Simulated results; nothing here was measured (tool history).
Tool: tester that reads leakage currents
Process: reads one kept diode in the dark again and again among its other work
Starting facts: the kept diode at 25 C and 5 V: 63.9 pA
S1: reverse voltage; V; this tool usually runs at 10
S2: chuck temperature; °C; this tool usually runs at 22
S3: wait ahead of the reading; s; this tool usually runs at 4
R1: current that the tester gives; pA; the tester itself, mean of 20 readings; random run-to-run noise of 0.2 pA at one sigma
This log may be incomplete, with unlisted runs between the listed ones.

Run 1, hour 0: usual settings. Result: R1 60.02 pA.
Run 2, hour 32.1: usual settings but S3 2.81 s. Result: R1 60.48 pA.
Run 3, hour 84.4: usual settings but S3 2.81 s. Result: R1 60.15 pA.
Run 4, hour 116.2: usual settings but S3 2.81 s. Result: R1 60.42 pA.
Run 5, hour 143.4: usual settings but S3 2.81 s. Result: R1 60.23 pA.
Run 6, hour 212.7: usual settings but S3 2.81 s. Result: R1 73.38 pA.
Run 7, hour 253.4: usual settings but S2 35 °C, S3 2.81 s. Result: R1 217.33 pA.
Run 8, hour 310.1: usual settings but S2 35 °C, S3 2.81 s. Result: R1 215.65 pA.
Run 9, hour 345.5: usual settings but S2 35 °C, S3 2.81 s. Result: R1 215.91 pA.
Run 10, hour 405.8: usual settings but S2 35 °C, S3 2.81 s. Result: R1 213.84 pA.
Run 11, hour 433.6: usual settings but S1 4.7 V. Result: R1 49.31 pA.
Run 12, hour 485.2: usual settings. Result: R1 71.78 pA.
Run 13, hour 521.5: usual settings. Result: R1 71.52 pA.
Run 14, hour 588.8: usual settings. Result: R1 71.48 pA.
Run 15, hour 653.7: usual settings. Result: R1 71.03 pA.
Run 16, hour 704.4: usual settings. Result: R1 70.85 pA.
Run 17, hour 749.3: usual settings but S1 3 V. Result: R1 38.9 pA.
Run 18, hour 793.9: usual settings but S1 3 V. Result: R1 38.57 pA.
Run 19, hour 821.8: usual settings but S1 3 V. Result: R1 38.5 pA.
Run 20, hour 853.7: usual settings but S1 1 V. Result: R1 23.22 pA.
Run 21, hour 904.1: usual settings but S1 1 V. Result: R1 22.88 pA.
Run 22, hour 951.1: usual settings but S1 8.3 V, S3 0.52 s. Result: R1 67.8 pA.
Run 23, hour 1016.6: usual settings but S1 8.3 V, S3 0.52 s. Result: R1 67.54 pA.
Run 24, hour 1076.6: usual settings but S1 8.7 V, S2 23 °C, S3 1.17 s. Result: R1 71.95 pA.
Run 25, hour 1103.9: usual settings but S1 16.2 V, S2 27 °C, S3 0.53 s. Result: R1 140.25 pA.
Run 26, hour 1132.8: usual settings but S1 3.1 V, S2 23 °C, S3 2.45 s. Result: R1 41.29 pA.
Run 27, hour 1195.1: usual settings but S1 4.1 V, S2 30 °C, S3 2.29 s. Result: R1 85.82 pA.
Run 28, hour 1228.7: usual settings but S1 6.4 V, S2 59 °C, S3 0.75 s. Result: R1 1096.33 pA.
Run 29, hour 1291: usual settings but S1 6.4 V, S2 31 °C, S3 2.33 s. Result: R1 113.25 pA.
Run 30, hour 1335.9: usual settings but S1 6.4 V, S2 31 °C, S3 2.33 s. Result: R1 112.85 pA.
Run 31, hour 1368.5: usual settings but S1 1.3 V, S2 37 °C, S3 2.33 s. Result: R1 91.94 pA.
Run 32, hour 1397.3: usual settings but S1 1.2 V, S2 57 °C, S3 0.35 s. Result: R1 454.79 pA.
Run 33, hour 1451.6: usual settings but S1 1.2 V, S2 57 °C, S3 0.35 s. Result: R1 451.67 pA.
Run 34, hour 1496.7: usual settings but S1 6.6 V, S2 57 °C, S3 0.35 s. Result: R1 918.97 pA.
Run 35, hour 1555: usual settings but S1 3.1 V, S3 0.3 s. Result: R1 39.6 pA.
Run 36, hour 1606.1: usual settings but S1 2.7 V, S3 0.78 s. Result: R1 41.65 pA.
Run 37, hour 1668.5: usual settings but S1 4 V, S2 51 °C, S3 0.75 s. Result: R1 542.25 pA.
Run 38, hour 1709.9: usual settings but S1 5.3 V, S2 27 °C, S3 4.31 s. Result: R1 84.8 pA.
Run 39, hour 1768.8: usual settings but S1 5.3 V, S2 60 °C, S3 2.01 s. Result: R1 1200.9 pA.

Put back what was entered between runs (2 entries, withheld): which listed runs does each sit between, and how does the hidden state differ from the listed run before to the listed run after?
Logged between run 5 and run 6: chuck's temperature calibrated (hour 165.5)
  stray current of the dirty probe card, pA a volt: 0.914 -> 0.951; current scale over the true one, %: -0.58 -> -0.59; true chuck temperature over the reading, C: -2.54 -> -0.16
  what was measured, less what the result would be without the hidden state, R1: -5.39 -> +7.88 pA
Logged between run 35 and run 36: chuck's temperature calibrated (hour 1590.1)
  stray current of the dirty probe card, pA a volt: 1.672 -> 1.699; current scale over the true one, %: -0.88 -> -0.89; true chuck temperature over the reading, C: -2.36 -> -0.24
  what was measured, less what the result would be without the hidden state, R1: -3.28 -> +3.29 pA

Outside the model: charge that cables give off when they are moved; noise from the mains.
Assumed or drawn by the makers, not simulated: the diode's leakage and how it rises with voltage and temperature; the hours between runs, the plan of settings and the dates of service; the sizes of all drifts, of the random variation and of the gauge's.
